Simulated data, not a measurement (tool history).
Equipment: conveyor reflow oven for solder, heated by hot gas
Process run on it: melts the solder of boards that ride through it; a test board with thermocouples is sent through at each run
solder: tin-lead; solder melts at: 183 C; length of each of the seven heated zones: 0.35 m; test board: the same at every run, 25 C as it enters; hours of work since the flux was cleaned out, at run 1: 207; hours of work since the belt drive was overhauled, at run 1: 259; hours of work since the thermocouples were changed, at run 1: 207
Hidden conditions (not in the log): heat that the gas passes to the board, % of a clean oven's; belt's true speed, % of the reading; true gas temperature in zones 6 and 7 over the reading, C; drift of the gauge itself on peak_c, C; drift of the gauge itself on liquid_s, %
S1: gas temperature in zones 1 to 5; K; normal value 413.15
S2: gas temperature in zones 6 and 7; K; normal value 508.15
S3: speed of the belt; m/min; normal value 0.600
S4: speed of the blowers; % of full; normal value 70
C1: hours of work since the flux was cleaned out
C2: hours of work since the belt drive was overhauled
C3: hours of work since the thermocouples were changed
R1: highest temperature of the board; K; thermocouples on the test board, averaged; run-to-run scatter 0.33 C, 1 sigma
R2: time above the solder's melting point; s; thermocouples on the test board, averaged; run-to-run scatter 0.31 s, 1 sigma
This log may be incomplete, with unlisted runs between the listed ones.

run 1 hour=0.0 | S1=413.15 S2=508.15 S3=0.600 S4=70 | C1=207 C2=259 C3=207 | R1=487.15 R2=49.3
run 2 hour=32.2 | S1=413.15 S2=508.15 S3=0.539 S4=70 | C1=227 C2=279 C3=227 | R1=490.55 R2=58.5
run 3 hour=62.0 | S1=413.15 S2=508.15 S3=0.539 S4=70 | C1=245 C2=297 C3=245 | R1=489.35 R2=58.4
run 4 hour=124.1 | S1=413.15 S2=508.15 S3=0.539 S4=70 | C1=283 C2=335 C3=283 | R1=489.35 R2=57.5
run 5 hour=158.0 | S1=413.15 S2=508.15 S3=0.549 S4=70 | C1=303 C2=355 C3=303 | R1=488.75 R2=55.8
run 6 hour=210.9 | S1=413.15 S2=508.15 S3=0.549 S4=70 | C1=336 C2=388 C3=336 | R1=487.95 R2=55.8
run 7 hour=267.0 | S1=413.15 S2=508.15 S3=0.549 S4=70 | C1=370 C2=422 C3=370 | R1=487.25 R2=54.7
run 8 hour=296.9 | S1=413.15 S2=508.15 S3=0.549 S4=70 | C1=388 C2=440 C3=388 | R1=486.75 R2=54.6
run 9 hour=326.8 | S1=413.15 S2=508.15 S3=0.600 S4=70 | C1=406 C2=458 C3=406 | R1=482.85 R2=46.6
-- hour=337.5 flux residue cleaned out of gas plates and filters
run 10 hour=395.7 | S1=413.15 S2=508.15 S3=0.600 S4=70 | C1=36 C2=497 C3=445 | R1=488.45 R2=52.1
run 11 hour=455.5 | S1=413.15 S2=508.15 S3=0.600 S4=70 | C1=72 C2=534 C3=482 | R1=488.35 R2=50.9
run 12 hour=515.9 | S1=413.15 S2=508.15 S3=0.600 S4=70 | C1=109 C2=571 C3=519 | R1=487.05 R2=50.7
run 13 hour=549.1 | S1=410.15 S2=504.15 S3=0.693 S4=70 | C1=129 C2=591 C3=539 | R1=478.35 R2=34.8
run 14 hour=589.3 | S1=410.15 S2=504.15 S3=0.693 S4=70 | C1=154 C2=615 C3=563 | R1=477.95 R2=34.1
run 15 hour=647.6 | S1=412.15 S2=520.15 S3=0.664 S4=83 | C1=189 C2=651 C3=599 | R1=494.85 R2=49.9
run 16 hour=682.7 | S1=413.15 S2=508.15 S3=0.654 S4=85 | C1=211 C2=672 C3=620 | R1=485.85 R2=45.4
run 17 hour=735.8 | S1=413.15 S2=508.15 S3=0.668 S4=52 | C1=243 C2=705 C3=653 | R1=477.35 R2=34.1
run 18 hour=779.9 | S1=421.15 S2=517.15 S3=0.600 S4=70 | C1=270 C2=732 C3=680 | R1=494.45 R2=58.4
run 19 hour=841.5 | S1=418.15 S2=508.15 S3=0.600 S4=56 | C1=307 C2=769 C3=717 | R1=482.95 R2=46.9
run 20 hour=867.6 | S1=411.15 S2=520.15 S3=0.600 S4=56 | C1=323 C2=785 C3=733 | R1=489.75 R2=51.1
run 21 hour=925.1 | S1=405.15 S2=508.15 S3=0.600 S4=68 | C1=358 C2=820 C3=768 | R1=481.65 R2=42.5
run 22 hour=970.0 | S1=413.15 S2=523.15 S3=0.600 S4=55 | C1=386 C2=847 C3=795 | R1=491.55 R2=53.2
-- hour=1014.2 flux residue cleaned out of gas plates and filters
run 23 hour=1021.9 | S1=423.15 S2=523.15 S3=0.600 S4=55 | C1=5 C2=876 C3=824 | R1=498.75 R2=61.5
run 24 hour=1080.6 | S1=427.15 S2=516.15 S3=0.600 S4=69 | C1=41 C2=912 C3=860 | R1=497.45 R2=62.2

A few steps of R1 between consecutive runs. Split each: what settings, incoming material and random variation would produce without the hidden state, and what is left over for the hidden state, along with gauge scatter present in only one of the two compared results (measured, and without hidden state):
Run 9 -> 10: flux residue cleaned out of gas plates and filters. R1 +5.60 K: hidden state +4.90, all else +0.70.
Run 14 -> 15: S1 410.15 -> 412.15, S2 504.15 -> 520.15, S3 0.693 -> 0.664, S4 70 -> 83. R1 +16.90 K: hidden state -0.90, all else +17.80.
Run 17 -> 18: S1 413.15 -> 421.15, S2 508.15 -> 517.15, S3 0.668 -> 0.600, S4 52 -> 70. R1 +17.10 K: hidden state -0.50, all else +17.60.
Run 22 -> 23: S1 413.15 -> 423.15, flux residue cleaned out of gas plates and filters. R1 +7.20 K: hidden state +4.80, all else +2.40.
